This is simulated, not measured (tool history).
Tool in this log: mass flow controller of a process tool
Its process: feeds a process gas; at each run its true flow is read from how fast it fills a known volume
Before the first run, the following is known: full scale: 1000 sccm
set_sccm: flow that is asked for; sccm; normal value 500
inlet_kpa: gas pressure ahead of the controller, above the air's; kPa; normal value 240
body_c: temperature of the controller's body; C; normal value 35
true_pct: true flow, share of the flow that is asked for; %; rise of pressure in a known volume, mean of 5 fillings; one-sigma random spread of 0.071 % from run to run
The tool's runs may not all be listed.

| run | hour | set_sccm | inlet_kpa | body_c | true_pct |
|---|---|---|---|---|---|
| 1 | 0.0 | 500 | 240 | 35 | 99.03 |
| 2 | 327.8 | 500 | 240 | 35 | 98.96 |
| 3 | 537.5 | 500 | 240 | 35 | 98.80 |
| 4 | 723.6 | 500 | 240 | 35 | 98.96 |
| 5 | 1050.9 | 500 | 240 | 35 | 98.88 |
| 6 | 1360.5 | 500 | 240 | 35 | 98.82 |
| 7 | 1522.0 | 500 | 240 | 35 | 98.94 |
| 8 | 1831.6 | 500 | 240 | 35 | 98.86 |
| 9 | 2023.1 | 500 | 240 | 35 | 98.90 |
| 10 | 2184.1 | 500 | 240 | 35 | 98.72 |
| 11 | 2497.9 | 500 | 240 | 35 | 98.78 |
| 12 | 2813.5 | 167 | 240 | 35 | 94.55 |
| 13 | 3135.6 | 167 | 268 | 35 | 94.56 |
| 14 | 3296.6 | 500 | 240 | 35 | 98.67 |
|  | 3317.8 | controller's zero set anew |
| 15 | 3486.3 | 500 | 240 | 35 | 97.61 |
| 16 | 3776.4 | 500 | 240 | 35 | 97.54 |
|  | 3790.6 | controller's zero set anew, once more |
| 17 | 3914.9 | 374 | 263 | 23 | 98.94 |
| 18 | 4047.7 | 500 | 158 | 32 | 99.97 |
| 19 | 4213.7 | 166 | 143 | 32 | 98.67 |
| 20 | 4439.9 | 115 | 143 | 29 | 98.04 |
| 21 | 4702.8 | 115 | 143 | 29 | 97.79 |
| 22 | 4887.1 | 151 | 154 | 22 | 97.44 |
| 23 | 5056.9 | 509 | 208 | 39 | 100.80 |
| 24 | 5342.4 | 298 | 208 | 39 | 99.86 |

Forecast run 25:
| 25 | 5669.5 | 500 | 177 | 38 | ? |

true_pct: 100.48 %
If the tool had no hidden condition, the same run with the same run-to-run variation would have returned true_pct 99.86 %.
